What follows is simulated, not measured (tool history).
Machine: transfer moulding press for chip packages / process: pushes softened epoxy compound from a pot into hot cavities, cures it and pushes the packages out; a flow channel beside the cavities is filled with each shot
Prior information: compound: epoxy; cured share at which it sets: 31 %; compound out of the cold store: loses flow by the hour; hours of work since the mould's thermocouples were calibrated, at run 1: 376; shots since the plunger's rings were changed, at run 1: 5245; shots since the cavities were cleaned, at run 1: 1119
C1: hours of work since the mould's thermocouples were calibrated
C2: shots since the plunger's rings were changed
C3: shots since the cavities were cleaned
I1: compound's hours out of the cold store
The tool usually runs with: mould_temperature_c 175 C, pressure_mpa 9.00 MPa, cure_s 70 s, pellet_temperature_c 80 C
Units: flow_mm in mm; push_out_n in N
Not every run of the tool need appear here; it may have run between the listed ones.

{"run": 1, "hour": 0.0, "mould_temperature_c": 175, "pressure_mpa": 9.0, "cure_s": 70, "pellet_temperature_c": 80, "C1": 376, "C2": 5245, "C3": 1119, "I1": 27.8, "flow_mm": 832, "push_out_n": 1065}
{"hour": 4.9, "done": "cavities cleaned with cleaning compound and waxed"}
{"run": 2, "hour": 15.8, "mould_temperature_c": 171, "pressure_mpa": 9.0, "cure_s": 70, "pellet_temperature_c": 80, "C1": 388, "C2": 5529, "C3": 216, "I1": 32.1, "flow_mm": 806, "push_out_n": 1440}
{"run": 3, "hour": 26.1, "mould_temperature_c": 175, "pressure_mpa": 9.0, "cure_s": 70, "pellet_temperature_c": 80, "C1": 396, "C2": 5733, "C3": 420, "I1": 19.1, "flow_mm": 855, "push_out_n": 1152}
{"run": 4, "hour": 36.9, "mould_temperature_c": 175, "pressure_mpa": 9.0, "cure_s": 70, "pellet_temperature_c": 80, "C1": 405, "C2": 5947, "C3": 634, "I1": 8.1, "flow_mm": 916, "push_out_n": 1205}
{"run": 5, "hour": 52.1, "mould_temperature_c": 175, "pressure_mpa": 9.0, "cure_s": 70, "pellet_temperature_c": 77, "C1": 417, "C2": 6248, "C3": 935, "I1": 12.6, "flow_mm": 889, "push_out_n": 1240}
{"hour": 57.5, "done": "plunger's sealing rings changed"}
{"hour": 69.2, "done": "cavities cleaned with cleaning compound and waxed, once more"}
{"run": 6, "hour": 73.5, "mould_temperature_c": 175, "pressure_mpa": 9.0, "cure_s": 51, "pellet_temperature_c": 80, "C1": 431, "C2": 288, "C3": 86, "I1": 21.0, "flow_mm": 896, "push_out_n": 1594}
{"run": 7, "hour": 84.1, "mould_temperature_c": 175, "pressure_mpa": 9.0, "cure_s": 70, "pellet_temperature_c": 80, "C1": 439, "C2": 498, "C3": 296, "I1": 18.8, "flow_mm": 908, "push_out_n": 904}
{"run": 8, "hour": 101.6, "mould_temperature_c": 175, "pressure_mpa": 9.0, "cure_s": 70, "pellet_temperature_c": 80, "C1": 453, "C2": 845, "C3": 643, "I1": 16.3, "flow_mm": 910, "push_out_n": 1029}
{"run": 9, "hour": 113.7, "mould_temperature_c": 175, "pressure_mpa": 9.0, "cure_s": 70, "pellet_temperature_c": 80, "C1": 463, "C2": 1085, "C3": 883, "I1": 30.0, "flow_mm": 856, "push_out_n": 968}
{"run": 10, "hour": 122.4, "mould_temperature_c": 175, "pressure_mpa": 9.0, "cure_s": 70, "pellet_temperature_c": 80, "C1": 470, "C2": 1258, "C3": 1056, "I1": 15.5, "flow_mm": 925, "push_out_n": 1110}
{"hour": 130.3, "done": "cavities cleaned with cleaning compound and waxed"}
{"run": 11, "hour": 142.6, "mould_temperature_c": 175, "pressure_mpa": 9.0, "cure_s": 70, "pellet_temperature_c": 80, "C1": 485, "C2": 1629, "C3": 244, "I1": 21.9, "flow_mm": 882, "push_out_n": 826}
{"run": 12, "hour": 156.8, "mould_temperature_c": 174, "pressure_mpa": 9.0, "cure_s": 70, "pellet_temperature_c": 80, "C1": 496, "C2": 1910, "C3": 525, "I1": 16.8, "flow_mm": 891, "push_out_n": 1089}
{"run": 13, "hour": 169.7, "mould_temperature_c": 174, "pressure_mpa": 9.0, "cure_s": 70, "pellet_temperature_c": 80, "C1": 506, "C2": 2166, "C3": 781, "I1": 11.8, "flow_mm": 929, "push_out_n": 1170}
{"run": 14, "hour": 187.7, "mould_temperature_c": 174, "pressure_mpa": 9.0, "cure_s": 70, "pellet_temperature_c": 80, "C1": 521, "C2": 2525, "C3": 1140, "I1": 9.6, "flow_mm": 938, "push_out_n": 1172}
{"hour": 191.9, "done": "cavities cleaned with cleaning compound and waxed"}
{"run": 15, "hour": 199.6, "mould_temperature_c": 175, "pressure_mpa": 9.0, "cure_s": 70, "pellet_temperature_c": 80, "C1": 529, "C2": 2731, "C3": 154, "I1": 35.5, "flow_mm": 812, "push_out_n": 727}
{"run": 16, "hour": 211.1, "mould_temperature_c": 179, "pressure_mpa": 7.66, "cure_s": 53, "pellet_temperature_c": 80, "C1": 538, "C2": 2959, "C3": 382, "I1": 34.6, "flow_mm": 741, "push_out_n": 1411}
{"run": 17, "hour": 227.6, "mould_temperature_c": 170, "pressure_mpa": 7.66, "cure_s": 103, "pellet_temperature_c": 82, "C1": 551, "C2": 3287, "C3": 710, "I1": 14.0, "flow_mm": 850, "push_out_n": 673}
{"run": 18, "hour": 244.2, "mould_temperature_c": 170, "pressure_mpa": 7.66, "cure_s": 103, "pellet_temperature_c": 82, "C1": 565, "C2": 3616, "C3": 1039, "I1": 37.5, "flow_mm": 740, "push_out_n": 690}
{"hour": 253.7, "done": "cavities cleaned with cleaning compound and waxed"}
{"run": 19, "hour": 259.4, "mould_temperature_c": 175, "pressure_mpa": 8.08, "cure_s": 70, "pellet_temperature_c": 80, "C1": 576, "C2": 3887, "C3": 113, "I1": 20.7, "flow_mm": 833, "push_out_n": 697}
{"run": 20, "hour": 269.6, "mould_temperature_c": 176, "pressure_mpa": 10.29, "cure_s": 70, "pellet_temperature_c": 80, "C1": 584, "C2": 4089, "C3": 315, "I1": 26.6, "flow_mm": 889, "push_out_n": 783}
{"run": 21, "hour": 285.4, "mould_temperature_c": 179, "pressure_mpa": 7.57, "cure_s": 101, "pellet_temperature_c": 80, "C1": 596, "C2": 4404, "C3": 630, "I1": 10.6, "flow_mm": 826, "push_out_n": 578}
{"run": 22, "hour": 301.7, "mould_temperature_c": 175, "pressure_mpa": 8.76, "cure_s": 83, "pellet_temperature_c": 84, "C1": 609, "C2": 4726, "C3": 952, "I1": 34.9, "flow_mm": 782, "push_out_n": 732}
{"hour": 315.7, "done": "cavities cleaned with cleaning compound and waxed"}
{"run": 23, "hour": 323.4, "mould_temperature_c": 169, "pressure_mpa": 8.76, "cure_s": 83, "pellet_temperature_c": 83, "C1": 626, "C2": 5128, "C3": 154, "I1": 46.7, "flow_mm": 738, "push_out_n": 668}

For run 24, what comes out?
{"run": 24, "hour": 333.2, "mould_temperature_c": 169, "pressure_mpa": 8.76, "cure_s": 83, "pellet_temperature_c": 83, "C1": 633, "C2": 5322, "C3": 348, "I1": 34.6, "flow_mm": "?", "push_out_n": "?"}

Run 24 came out at flow_mm 803 mm, push_out_n 771 N.
With the hidden condition absent and the run-to-run variation left alone, this run would have shown flow_mm 848 mm, push_out_n 596 N.
